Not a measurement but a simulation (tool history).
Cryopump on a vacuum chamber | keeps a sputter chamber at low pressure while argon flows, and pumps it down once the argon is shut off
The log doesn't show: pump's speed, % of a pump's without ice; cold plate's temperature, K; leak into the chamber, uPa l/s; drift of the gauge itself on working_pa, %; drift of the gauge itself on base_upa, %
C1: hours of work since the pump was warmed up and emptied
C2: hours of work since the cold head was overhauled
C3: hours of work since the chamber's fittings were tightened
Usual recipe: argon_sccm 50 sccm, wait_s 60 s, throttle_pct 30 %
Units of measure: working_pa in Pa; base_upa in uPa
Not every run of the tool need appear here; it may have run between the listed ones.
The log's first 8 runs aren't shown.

{"run": 9, "hour": 103.7, "argon_sccm": 50, "wait_s": 68, "throttle_pct": 30, "C1": 373, "C2": 373, "C3": 2044, "working_pa": 0.2662, "base_upa": 1.75}
{"run": 10, "hour": 113.7, "argon_sccm": 50, "wait_s": 68, "throttle_pct": 30, "C1": 380, "C2": 380, "C3": 2051, "working_pa": 0.2635, "base_upa": 1.77}
{"run": 11, "hour": 128.3, "argon_sccm": 50, "wait_s": 60, "throttle_pct": 30, "C1": 390, "C2": 390, "C3": 2061, "working_pa": 0.2664, "base_upa": 1.84}
{"run": 12, "hour": 138.6, "argon_sccm": 50, "wait_s": 60, "throttle_pct": 30, "C1": 397, "C2": 397, "C3": 2068, "working_pa": 0.265, "base_upa": 1.86}
{"run": 13, "hour": 154.6, "argon_sccm": 50, "wait_s": 60, "throttle_pct": 30, "C1": 408, "C2": 408, "C3": 2080, "working_pa": 0.2668, "base_upa": 1.9}
{"run": 14, "hour": 168.0, "argon_sccm": 50, "wait_s": 60, "throttle_pct": 30, "C1": 417, "C2": 417, "C3": 2089, "working_pa": 0.266, "base_upa": 1.85}
{"run": 15, "hour": 177.3, "argon_sccm": 50, "wait_s": 60, "throttle_pct": 30, "C1": 424, "C2": 424, "C3": 2095, "working_pa": 0.2669, "base_upa": 1.88}
{"run": 16, "hour": 193.0, "argon_sccm": 32, "wait_s": 60, "throttle_pct": 30, "C1": 434, "C2": 434, "C3": 2106, "working_pa": 0.172, "base_upa": 1.83}
{"run": 17, "hour": 202.7, "argon_sccm": 32, "wait_s": 60, "throttle_pct": 30, "C1": 441, "C2": 441, "C3": 2113, "working_pa": 0.1697, "base_upa": 1.89}
{"run": 18, "hour": 211.9, "argon_sccm": 50, "wait_s": 153, "throttle_pct": 30, "C1": 447, "C2": 447, "C3": 2119, "working_pa": 0.2648, "base_upa": 1.69}
{"run": 19, "hour": 223.4, "argon_sccm": 50, "wait_s": 153, "throttle_pct": 30, "C1": 455, "C2": 455, "C3": 2127, "working_pa": 0.2664, "base_upa": 1.58}
{"run": 20, "hour": 232.2, "argon_sccm": 50, "wait_s": 153, "throttle_pct": 30, "C1": 461, "C2": 461, "C3": 2133, "working_pa": 0.2679, "base_upa": 1.59}

What will run 21 give?
{"run": 21, "hour": 244.1, "argon_sccm": 33, "wait_s": 33, "throttle_pct": 30, "C1": 470, "C2": 470, "C3": 2141, "working_pa": "?", "base_upa": "?"}

Run 21 gave working_pa 0.1766 Pa, base_upa 2.33 uPa.
The same run, on a tool lacking any hidden state, would have yielded working_pa 0.1671 Pa, base_upa 1.12 uPa.

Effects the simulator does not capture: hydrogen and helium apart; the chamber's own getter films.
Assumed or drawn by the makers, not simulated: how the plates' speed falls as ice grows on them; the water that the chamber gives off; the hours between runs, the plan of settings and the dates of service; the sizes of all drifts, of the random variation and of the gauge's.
